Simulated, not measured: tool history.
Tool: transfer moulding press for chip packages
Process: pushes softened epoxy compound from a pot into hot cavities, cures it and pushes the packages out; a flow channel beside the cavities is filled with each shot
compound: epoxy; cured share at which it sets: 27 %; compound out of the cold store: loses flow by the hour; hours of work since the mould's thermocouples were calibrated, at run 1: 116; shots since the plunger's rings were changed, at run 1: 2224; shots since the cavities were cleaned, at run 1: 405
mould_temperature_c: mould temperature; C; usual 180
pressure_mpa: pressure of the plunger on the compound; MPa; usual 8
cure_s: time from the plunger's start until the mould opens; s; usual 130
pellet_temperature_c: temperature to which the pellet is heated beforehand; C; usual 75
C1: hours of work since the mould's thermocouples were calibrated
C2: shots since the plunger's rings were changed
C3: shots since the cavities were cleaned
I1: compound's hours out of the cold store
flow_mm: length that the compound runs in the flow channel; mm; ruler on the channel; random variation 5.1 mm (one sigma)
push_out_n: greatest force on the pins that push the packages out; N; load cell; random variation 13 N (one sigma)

Run 1, hour 0: usual settings; C1 116; C2 2224; C3 405; I1 30.6. Result: flow_mm 739 mm, push_out_n 846 N.
At hour 12.7: cavities cleaned with cleaning compound and waxed.
Run 2, hour 17.5: usual settings; C1 128; C2 2397; C3 53; I1 22. Result: flow_mm 747 mm, push_out_n 661 N.
Run 3, hour 28.2: usual settings; C1 136; C2 2512; C3 168; I1 33. Result: flow_mm 724 mm, push_out_n 713 N.
Run 4, hour 38.8: usual settings; C1 145; C2 2627; C3 283; I1 42.7. Result: flow_mm 701 mm, push_out_n 776 N.
Run 5, hour 55.5: usual settings; C1 158; C2 2807; C3 463; I1 39.1. Result: flow_mm 718 mm, push_out_n 833 N.
At hour 61.7: cavities cleaned with cleaning compound and waxed.
Run 6, hour 78.4: usual settings; C1 174; C2 3038; C3 180; I1 47.4. Result: flow_mm 696 mm, push_out_n 700 N.
Run 7, hour 97.9: usual settings but mould_temperature_c 188 C; C1 189; C2 3248; C3 390; I1 23.4. Result: flow_mm 713 mm, push_out_n 644 N.
Run 8, hour 108: usual settings but pellet_temperature_c 77 C; C1 197; C2 3357; C3 499; I1 14.3. Result: flow_mm 755 mm, push_out_n 880 N.
At hour 110.9: cavities cleaned with cleaning compound and waxed.
Run 9, hour 124.7: usual settings but pellet_temperature_c 77 C; C1 209; C2 3521; C3 149; I1 39.9. Result: flow_mm 704 mm, push_out_n 711 N.
Run 10, hour 141.8: usual settings but pressure_mpa 9.09 MPa, pellet_temperature_c 76 C; C1 223; C2 3705; C3 333; I1 24.2. Result: flow_mm 783 mm, push_out_n 843 N.
Run 11, hour 153.6: usual settings but pellet_temperature_c 78 C; C1 232; C2 3833; C3 461; I1 18.1. Result: flow_mm 747 mm, push_out_n 869 N.
At hour 160.2: cavities cleaned with cleaning compound and waxed.
Run 12, hour 165.2: usual settings but pressure_mpa 9.04 MPa, pellet_temperature_c 72 C; C1 240; C2 3942; C3 55; I1 20. Result: flow_mm 791 mm, push_out_n 688 N.
Run 13, hour 184: usual settings but pressure_mpa 9.04 MPa, pellet_temperature_c 72 C; C1 254; C2 4144; C3 257; I1 21.3. Result: flow_mm 782 mm, push_out_n 824 N.
Run 14, hour 201.7: usual settings but mould_temperature_c 188 C, pressure_mpa 8.04 MPa, cure_s 117 s, pellet_temperature_c 71 C; C1 268; C2 4335; C3 448; I1 44.4. Result: flow_mm 676 mm, push_out_n 706 N.
At hour 209.3: cavities cleaned with cleaning compound and waxed.
Run 15, hour 219.3: usual settings but cure_s 156 s, pellet_temperature_c 74 C; C1 281; C2 4509; C3 108; I1 16.1. Result: flow_mm 751 mm, push_out_n 553 N.
Run 16, hour 240: usual settings but cure_s 156 s, pellet_temperature_c 74 C; C1 297; C2 4733; C3 332; I1 33.8. Result: flow_mm 714 mm, push_out_n 664 N.
At hour 257.6: cavities cleaned with cleaning compound and waxed.
Run 17, hour 261.4: usual settings but mould_temperature_c 174 C, cure_s 120 s, pellet_temperature_c 70 C; C1 312; C2 4947; C3 40; I1 37.6. Result: flow_mm 708 mm, push_out_n 1211 N.

4 ways to go on from here, each from the tool as it stands after run 17. What would each give?
Run A, hour 277.2: usual settings but pressure_mpa 6.8 MPa, cure_s 123 s, pellet_temperature_c 66 C; C1 324; C2 5118; C3 211; I1 28. Result: flow_mm ?, push_out_n ?.
Run B, hour 277.2: usual settings but mould_temperature_c 176 C, pressure_mpa 8.69 MPa, cure_s 150 s; C1 324; C2 5118; C3 211; I1 27.5. Result: flow_mm ?, push_out_n ?.
Run C, hour 277.2: usual settings but pressure_mpa 8.42 MPa, cure_s 111 s, pellet_temperature_c 70 C; C1 324; C2 5118; C3 211; I1 26.5. Result: flow_mm ?, push_out_n ?.
Run D, hour 277.2: usual settings but mould_temperature_c 179 C, pressure_mpa 8.91 MPa, cure_s 134 s, pellet_temperature_c 70 C; C1 324; C2 5118; C3 211; I1 42.6. Result: flow_mm ?, push_out_n ?.

run  flow_mm  push_out_n
  A      661         861
  B      755         771
  C      741        1095
  D      725         787
Without the tool's hidden state the same runs would have given:
run  flow_mm  push_out_n
  A      704         648
  B      805         585
  C      789         824
  D      773         598
